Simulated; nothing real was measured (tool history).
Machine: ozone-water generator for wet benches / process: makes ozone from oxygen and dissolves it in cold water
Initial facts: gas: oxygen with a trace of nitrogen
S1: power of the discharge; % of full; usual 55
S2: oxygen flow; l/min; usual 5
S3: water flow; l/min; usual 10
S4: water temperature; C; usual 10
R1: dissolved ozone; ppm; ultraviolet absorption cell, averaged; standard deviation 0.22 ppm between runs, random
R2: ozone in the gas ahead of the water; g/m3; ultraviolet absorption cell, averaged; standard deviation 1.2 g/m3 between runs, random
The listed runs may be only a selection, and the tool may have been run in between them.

run 1 hour=0 | S1=55 S2=5 S3=10 S4=10 | R1=28.8 R2=192.6
run 2 hour=91.9 | S1=55 S2=5 S3=10 S4=10 | R1=28.6 R2=192.2
run 3 hour=203.6 | S1=55 S2=5 S3=10 S4=10 | R1=28.7 R2=194.9
run 4 hour=318.3 | S1=55 S2=5 S3=10 S4=10 | R1=28.7 R2=191.6
run 5 hour=438.7 | S1=55 S2=5 S3=10 S4=10 | R1=28.3 R2=191.4
run 6 hour=611.3 | S1=55 S2=5 S3=10 S4=10 | R1=28 R2=190.2
run 7 hour=741.1 | S1=55 S2=5 S3=10 S4=10 | R1=27.8 R2=188.2
run 8 hour=834.8 | S1=55 S2=5 S3=10 S4=10 | R1=27.8 R2=189.9
run 9 hour=995.5 | S1=55 S2=5 S3=10 S4=10 | R1=27.7 R2=189.9
run 10 hour=1154.3 | S1=55 S2=5 S3=10 S4=10 | R1=27.6 R2=185.2
run 11 hour=1299.8 | S1=55 S2=5 S3=10 S4=8 | R1=28.1 R2=185.8
-- hour=1374.9 contactor cleaned
run 12 hour=1423 | S1=66 S2=5 S3=10 S4=10 | R1=32.5 R2=211.3
run 13 hour=1554 | S1=66 S2=5 S3=10 S4=10 | R1=31.9 R2=210.2
run 14 hour=1706.3 | S1=66 S2=5 S3=10 S4=10 | R1=32.1 R2=209
run 15 hour=1780.6 | S1=55 S2=5 S3=10 S4=10 | R1=28.1 R2=183
run 16 hour=1911.8 | S1=55 S2=5 S3=10 S4=10 | R1=27.6 R2=182.1
run 17 hour=2014.7 | S1=81 S2=6.45 S3=7 S4=10 | R1=41.7 R2=199.5
run 18 hour=2129 | S1=81 S2=6.45 S3=7 S4=10 | R1=40.8 R2=199.6
run 19 hour=2228.9 | S1=53 S2=5 S3=14 S4=16 | R1=18.8 R2=176.2
run 20 hour=2300.8 | S1=53 S2=5 S3=14 S4=16 | R1=18.9 R2=174.2
run 21 hour=2472.8 | S1=48 S2=2.83 S3=6 S4=10 | R1=38.8 R2=237.5
run 22 hour=2637.6 | S1=48 S2=2.83 S3=6 S4=10 | R1=38.2 R2=233.7
run 23 hour=2794 | S1=83 S2=2.83 S3=6 S4=7 | R1=57.4 R2=341.7
run 24 hour=2881.1 | S1=84 S2=5 S3=10 S4=18 | R1=30.2 R2=232.3
run 25 hour=3015 | S1=61 S2=6.8 S3=10 S4=18 | R1=21.9 R2=154.2
run 26 hour=3175 | S1=56 S2=5 S3=10 S4=10 | R1=26.5 R2=176.9
run 27 hour=3331.9 | S1=56 S2=5 S3=8 S4=6 | R1=32.5 R2=175.6
run 28 hour=3430.7 | S1=58 S2=5 S3=10 S4=7 | R1=27.7 R2=176.8
run 29 hour=3579.2 | S1=69 S2=4.09 S3=11 S4=10 | R1=28.9 R2=227.4
-- hour=3613.2 water thermometer calibrated
run 30 hour=3717.9 | S1=77 S2=3.12 S3=7 S4=11 | R1=43.9 R2=287.8
run 31 hour=3812.5 | S1=77 S2=3.12 S3=7 S4=11 | R1=43.6 R2=288.9
run 32 hour=3901.2 | S1=55 S2=3.82 S3=10 S4=10 | R1=26.8 R2=202.1

Hidden state or all else? Some run-to-run changes of R1, split into what the settings, what came in and random variation would give without the hidden state, and what is left for the hidden state (with any gauge scatter that isn't in both results):
Hidden state at play: yield of the discharge, % of new electrodes'; contactor's efficiency, % of a clean one's; true water temperature over the reading, C; drift of the gauge itself on ozone_ppm, %; drift of the gauge itself on gas_g_m3, %.
Run 18 -> 19: S1 81 -> 53, S2 6.45 -> 5, S3 7 -> 14, S4 10 -> 16. R1 -22 ppm: hidden state +6.2, all else -28.2.
Run 20 -> 21: S1 53 -> 48, S2 5 -> 2.83, S3 14 -> 6, S4 16 -> 10. R1 +19.9 ppm: hidden state -3, all else +22.9.
Run 22 -> 23: S1 48 -> 83, S4 10 -> 7. R1 +19.2 ppm: hidden state -9.4, all else +28.6.
Run 23 -> 24: S1 83 -> 84, S2 2.83 -> 5, S3 6 -> 10, S4 7 -> 18. R1 -27.2 ppm: hidden state +7.1, all else -34.3.
Run 31 -> 32: S1 77 -> 55, S2 3.12 -> 3.82, S3 7 -> 10, S4 11 -> 10. R1 -16.8 ppm: hidden state +7.5, all else -24.3.
